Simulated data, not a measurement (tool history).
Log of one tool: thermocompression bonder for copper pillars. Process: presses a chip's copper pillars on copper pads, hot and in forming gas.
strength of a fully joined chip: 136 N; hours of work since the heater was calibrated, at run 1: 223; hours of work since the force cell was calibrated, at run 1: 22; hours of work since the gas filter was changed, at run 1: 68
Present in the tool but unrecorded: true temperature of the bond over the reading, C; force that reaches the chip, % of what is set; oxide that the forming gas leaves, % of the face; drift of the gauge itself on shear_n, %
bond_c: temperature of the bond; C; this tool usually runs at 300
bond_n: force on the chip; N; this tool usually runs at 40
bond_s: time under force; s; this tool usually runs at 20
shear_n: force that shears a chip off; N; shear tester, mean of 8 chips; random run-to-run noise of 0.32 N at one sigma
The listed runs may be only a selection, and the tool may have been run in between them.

run   hour  bond_c  bond_n  bond_s  hours of work since the heater was calibrated  hours of work since the force cell was calibrated  hours of work since the gas filter was changed  shear_n
  1      0     300      40      20                                            223                                                 22                                              68     52.8
  2   13.5     300      40      20                                            232                                                 31                                              77     53.1
  3   29.6     300      40      20                                            242                                                 41                                              86     53.1
  4   44.9     300      40      20                                            251                                                 50                                              96     53.1
  5   72.4     287      40      20                                            268                                                 67                                             113     46.9
      87.2  -- forming gas filter changed
  6  101.1     287      40      20                                            286                                                 84                                               9     48.4
  7  131.1     287      40      20                                            304                                                103                                              27     48.7
  8  146.8     300      40      22                                            314                                                113                                              37     56.6
  9  159.4     300      40      20                                            322                                                121                                              45     54.4
 10    184     300      40      20                                            337                                                136                                              60     53.9
 11  198.7     300      40      20                                            346                                                145                                              69     54.6
 12  228.4     300      40      20                                            364                                                163                                              87     54.2
 13  258.8     300      40      20                                            383                                                182                                             106     54.4
 14  276.1     300      27      20                                            394                                                193                                             117     36.5
       284  -- forming gas filter changed
 15  305.9     300      27      20                                            412                                                211                                              14     38.6
 16  320.8     293      26      28                                            421                                                220                                              23     39.5
 17  350.3     300      48      18                                            439                                                238                                              41     63.5
 18  373.6     276      26      35                                            454                                                253                                              55     35.8
 19  399.9     276      26      35                                            470                                                269                                              72       36
 20  413.2     288      39      13                                            478                                                277                                              80     41.2
 21  427.8     271      47      13                                            487                                                286                                              89     41.5
 22  446.1     318      45      32                                            498                                                297                                             100     82.7
 23  463.1     300      40      22                                            509                                                308                                             111     57.7
     479.8  -- forming gas filter changed
 24  483.4     316      40      12                                            521                                                320                                               2     54.6
 25  503.9     295      29      22                                            534                                                333                                              15     42.4
 26  530.6     300      31      48                                            550                                                349                                              31     63.2
 27  559.1     300      26      48                                            568                                                367                                              49     54.3
 28  578.9     300      50      15                                            580                                                379                                              61       63
 29  603.5     300      50      15                                            595                                                394                                              76     62.5

Predict each of these 4 candidate next runs independently; none follows another, all start after run 29:
  A  621.6     315      26      14                                            607                                                406                                              88        ?
  B  621.6     283      50      15                                            607                                                406                                              88        ?
  C  621.6     314      26      20                                            607                                                406                                              88        ?
  D  621.6     300      58      28                                            607                                                406                                              88        ?

run  shear_n
  A     37.4
  B     53.5
  C     42.9
  D     85.5
Had the tool no hidden state, the same runs would have come out as:
run  shear_n
  A     34.2
  B     49.2
  C     39.4
  D     81.1
